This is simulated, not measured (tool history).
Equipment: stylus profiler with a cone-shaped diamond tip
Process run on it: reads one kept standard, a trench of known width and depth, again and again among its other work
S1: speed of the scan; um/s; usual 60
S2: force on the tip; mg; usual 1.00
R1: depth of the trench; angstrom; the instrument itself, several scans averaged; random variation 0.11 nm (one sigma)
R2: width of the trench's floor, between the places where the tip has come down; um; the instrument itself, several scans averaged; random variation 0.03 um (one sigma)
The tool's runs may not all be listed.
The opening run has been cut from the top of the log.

run   hour   S1    S2      R1     R2
  2   25.4   60  1.00  2010.1  96.42
  3   39.5   60  0.80  2008.5  96.40
  4   65.2   60  1.00  2010.4  96.42
  5   80.7   17  1.00  2010.8  96.80
  6  102.0   17  1.00  2009.7  96.79
  7  116.0   17  1.00  2013.4  96.74
  8  133.4   17  1.00  2011.1  96.67
  9  165.4   17  1.00  2011.6  96.70
 10  194.8   60  1.00  2009.8  96.33
 11  208.8   60  1.00  2011.0  96.36
 12  236.1   60  1.00  2012.2  96.32
 13  259.9   60  1.00  2012.0  96.30
 14  284.9   60  1.00  2012.1  96.30
 15  313.3   60  2.80  2017.4  96.42
 16  342.7   60  2.80  2019.4  96.50
 17  371.3   60  2.80  2018.0  96.44
 18  386.7  224  0.53  2009.2  94.13
 19  402.8  224  0.53  2009.5  94.16
 20  416.0   17  0.93  2012.1  96.52

Estimate the outcome of run 21 from the log above:
 21  438.4  17  0.44   ?   ?

{"run 21": {"R1": 2009.3, "R2": 96.56}}
Had the tool carried no hidden state, the very same run would have given R1 2003.7 angstrom, R2 97.08 um.
